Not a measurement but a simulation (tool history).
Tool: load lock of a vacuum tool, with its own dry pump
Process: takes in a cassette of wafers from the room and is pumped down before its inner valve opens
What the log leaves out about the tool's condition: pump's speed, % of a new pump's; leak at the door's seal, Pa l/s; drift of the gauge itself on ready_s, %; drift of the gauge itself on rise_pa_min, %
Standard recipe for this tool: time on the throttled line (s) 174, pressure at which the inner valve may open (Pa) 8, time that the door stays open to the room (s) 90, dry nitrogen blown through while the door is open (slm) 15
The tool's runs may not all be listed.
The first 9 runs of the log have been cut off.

run	day	time on the throttled line (s)	pressure at which the inner valve may open (Pa)	time that the door stays open to the room (s)	dry nitrogen blown through while the door is open (slm)	hours that the pump has run since its overhaul	times that the door has closed on its seal	incoming humidity of the room's air, %	time from the closed door until the inner valve may open (s)	rise of the pressure with all valves shut (Pa/min)
10	61.571	174	8	90	15	5606	12148	42	262	0.056
11	68.271	174	14	90	15	5767	12477	47.5	254.7	0.059
12	72.575	174	14	90	15	5870	12688	44.7	255.4	0.061
13	79.621	174	8	90	15	6039	13034	44.9	263.4	0.058
14	85.596	174	8	90	15	6183	13328	46.4	262.4	0.058
15	91.925	174	8	90	18	6335	13639	47.2	261.9	0.055
16	99.758	174	8	90	18	6523	14023	45.4	264.9	0.063
17	106.504	174	8	90	18	6685	14355	43	261.1	0.056
18	111.467	174	8	170	18	6804	14599	43.6	262.9	0.087
19	120.729	174	8	170	18	7026	15054	43.8	263.5	0.084
20	126.871	187	7	170	15	7173	15355	42.6	276.2	0.089
21	132.683	175	8	123	13	7313	15641	47.8	265.6	0.082
22	140.729	174	8	42	23	7506	16036	47.5	263.5	0.039
23	149.996	180	12	74	7	7728	16491	45.6	263.4	0.079
24	155.596	111	12	74	7	7863	16766	43.7	205.4	0.078
25	159.646	157	10	70	8	7960	16965	45.6	248	0.074
26	168.217	172	15	70	8	8166	17386	46.5	255.1	0.075
27	175.846	155	15	212	8	8349	17761	46.4	240	0.135
28	181.558	155	15	212	8	8486	18041	46.3	241.3	0.142
29	189.971	155	15	212	8	8688	18455	47.5	239.8	0.142

Run 30 is up next; what results do you expect?
30	195.117	155	15	138	22	8811	18707	45.4	?	?

{"run 30": {"time from the closed door until the inner valve may open (s)": 240.8, "rise of the pressure with all valves shut (Pa/min)": 0.075}}
Had the tool carried no hidden state, the very same run would have given time from the closed door until the inner valve may open (s) 233.2, rise of the pressure with all valves shut (Pa/min) 0.044.

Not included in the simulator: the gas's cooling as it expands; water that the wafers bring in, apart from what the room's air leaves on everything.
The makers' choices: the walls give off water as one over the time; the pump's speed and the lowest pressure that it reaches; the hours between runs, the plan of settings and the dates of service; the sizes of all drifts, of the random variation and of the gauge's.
